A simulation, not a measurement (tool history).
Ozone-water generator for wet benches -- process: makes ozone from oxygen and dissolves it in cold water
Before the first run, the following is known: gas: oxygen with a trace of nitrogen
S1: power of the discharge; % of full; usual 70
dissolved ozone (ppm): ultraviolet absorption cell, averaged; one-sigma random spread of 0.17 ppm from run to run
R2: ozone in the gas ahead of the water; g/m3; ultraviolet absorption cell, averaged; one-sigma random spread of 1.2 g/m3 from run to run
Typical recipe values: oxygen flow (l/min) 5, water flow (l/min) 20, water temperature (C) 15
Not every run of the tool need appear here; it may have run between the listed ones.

Run 1, hour 0: usual settings. Result: dissolved ozone (ppm) 22.4, R2 212 g/m3.
Run 2, hour 125.7: usual settings. Result: dissolved ozone (ppm) 22.2, R2 209.3 g/m3.
At hour 163.8: contactor cleaned.
Run 3, hour 197.2: usual settings. Result: dissolved ozone (ppm) 22.7, R2 211 g/m3.
Run 4, hour 285.1: usual settings but S1 80 % of full. Result: dissolved ozone (ppm) 25.1, R2 234.9 g/m3.
Run 5, hour 351.2: usual settings but S1 80 % of full, oxygen flow (l/min) 3.3. Result: dissolved ozone (ppm) 22.2, R2 266 g/m3.
Run 6, hour 491.5: usual settings but S1 80 % of full, oxygen flow (l/min) 3.3. Result: dissolved ozone (ppm) 22.1, R2 264.2 g/m3.
Run 7, hour 633.6: usual settings. Result: dissolved ozone (ppm) 22.5, R2 210.4 g/m3.
Run 8, hour 734.8: usual settings. Result: dissolved ozone (ppm) 22.8, R2 210.2 g/m3.
Run 9, hour 807.1: usual settings but S1 71 % of full. Result: dissolved ozone (ppm) 22.9, R2 212.1 g/m3.
Run 10, hour 935.8: usual settings but S1 71 % of full. Result: dissolved ozone (ppm) 22.9, R2 213.3 g/m3.
Run 11, hour 1048.6: usual settings but oxygen flow (l/min) 3.12. Result: dissolved ozone (ppm) 19, R2 240.9 g/m3.
Run 12, hour 1142.7: usual settings but water flow (l/min) 22. Result: dissolved ozone (ppm) 20.8, R2 208.5 g/m3.
Run 13, hour 1279.7: usual settings but water flow (l/min) 22. Result: dissolved ozone (ppm) 20.5, R2 207.7 g/m3.
Run 14, hour 1348.4: usual settings but S1 52 % of full, oxygen flow (l/min) 7.69, water flow (l/min) 26. Result: dissolved ozone (ppm) 15.9, R2 144.1 g/m3.
Run 15, hour 1425.2: usual settings but oxygen flow (l/min) 4.28, water flow (l/min) 24. Result: dissolved ozone (ppm) 18.2, R2 217.5 g/m3.
Run 16, hour 1532.4: usual settings but oxygen flow (l/min) 4.28, water flow (l/min) 18. Result: dissolved ozone (ppm) 23.3, R2 218.5 g/m3.
Run 17, hour 1610.4: usual settings but S1 98 % of full, oxygen flow (l/min) 5.1, water flow (l/min) 15, water temperature (C) 17. Result: dissolved ozone (ppm) 36.4, R2 273 g/m3.
Run 18, hour 1681.4: usual settings but S1 98 % of full, oxygen flow (l/min) 5.1, water flow (l/min) 15, water temperature (C) 17. Result: dissolved ozone (ppm) 36.3, R2 276.2 g/m3.

Forecast run 19:
Run 19, hour 1814.4: usual settings but S1 97 % of full. Result: dissolved ozone (ppm) ?, R2 ?.

{"run 19": {"dissolved ozone (ppm)": 28.9, "R2": 271.5}}
On a tool with no hidden condition, and with the same random variation, this run would have come out at dissolved ozone (ppm) 31.3, R2 291.2 g/m3.
